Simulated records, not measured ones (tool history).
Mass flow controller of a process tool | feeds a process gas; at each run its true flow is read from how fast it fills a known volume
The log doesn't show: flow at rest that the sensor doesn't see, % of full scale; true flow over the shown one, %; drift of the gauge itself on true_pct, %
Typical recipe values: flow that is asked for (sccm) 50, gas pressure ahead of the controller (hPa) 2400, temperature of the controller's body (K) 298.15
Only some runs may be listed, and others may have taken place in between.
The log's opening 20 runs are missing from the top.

| run | hour | flow that is asked for (sccm) | gas pressure ahead of the controller (hPa) | temperature of the controller's body (K) | hours of work since the controller was set to zero | hours of work since the controller was changed | true flow (%) |
|---|---|---|---|---|---|---|---|
| 21 | 3619.1 | 50 | 2400 | 301.15 | 1687 | 1687 | 98.93 |
| 22 | 3805.8 | 50 | 2400 | 301.15 | 1767 | 1767 | 98.99 |
| 23 | 3919.6 | 35 | 2220 | 295.15 | 1816 | 1816 | 98.69 |
| 24 | 4087.4 | 14 | 2040 | 311.15 | 1889 | 1889 | 96.5 |
| 25 | 4233.9 | 21 | 2790 | 300.15 | 1952 | 1952 | 97.86 |
| 26 | 4459.7 | 14 | 1750 | 296.15 | 2049 | 2049 | 97.1 |
| 27 | 4713.5 | 14 | 1750 | 296.15 | 2159 | 2159 | 97.14 |
| 28 | 4883.7 | 14 | 1780 | 298.15 | 2232 | 2232 | 97.13 |
| 29 | 5061.3 | 28 | 1800 | 298.15 | 2309 | 2309 | 98.25 |
| 30 | 5277.6 | 53 | 2400 | 308.15 | 2402 | 2402 | 98.8 |
| 31 | 5440.3 | 20 | 2400 | 298.15 | 2472 | 2472 | 97.8 |
| 32 | 5582.1 | 55 | 2120 | 294.15 | 2533 | 2533 | 99.49 |
| 33 | 5773.1 | 47 | 2400 | 298.15 | 2616 | 2616 | 99.21 |
| 34 | 5938.4 | 47 | 2400 | 298.15 | 2687 | 2687 | 99.15 |
| 35 | 6165 | 47 | 1620 | 305.15 | 2785 | 2785 | 98.77 |

Below are 4 alternative next runs, each starting from the tool's condition after run 35. Predict each:
| A | 6380.4 | 42 | 2660 | 305.15 | 2877 | 2877 | ? |
| B | 6380.4 | 47 | 1460 | 305.15 | 2877 | 2877 | ? |
| C | 6380.4 | 47 | 2250 | 310.15 | 2877 | 2877 | ? |
| D | 6380.4 | 32 | 1680 | 299.15 | 2877 | 2877 | ? |

| run | true flow (%) |
|---|---|
| A | 98.56 |
| B | 98.52 |
| C | 98.47 |
| D | 98.36 |
The same runs, with their run-to-run variation unchanged, on a tool lacking any hidden condition would have given:
| run | true flow (%) |
|---|---|
| A | 98.4 |
| B | 98.28 |
| C | 98.23 |
| D | 98.42 |

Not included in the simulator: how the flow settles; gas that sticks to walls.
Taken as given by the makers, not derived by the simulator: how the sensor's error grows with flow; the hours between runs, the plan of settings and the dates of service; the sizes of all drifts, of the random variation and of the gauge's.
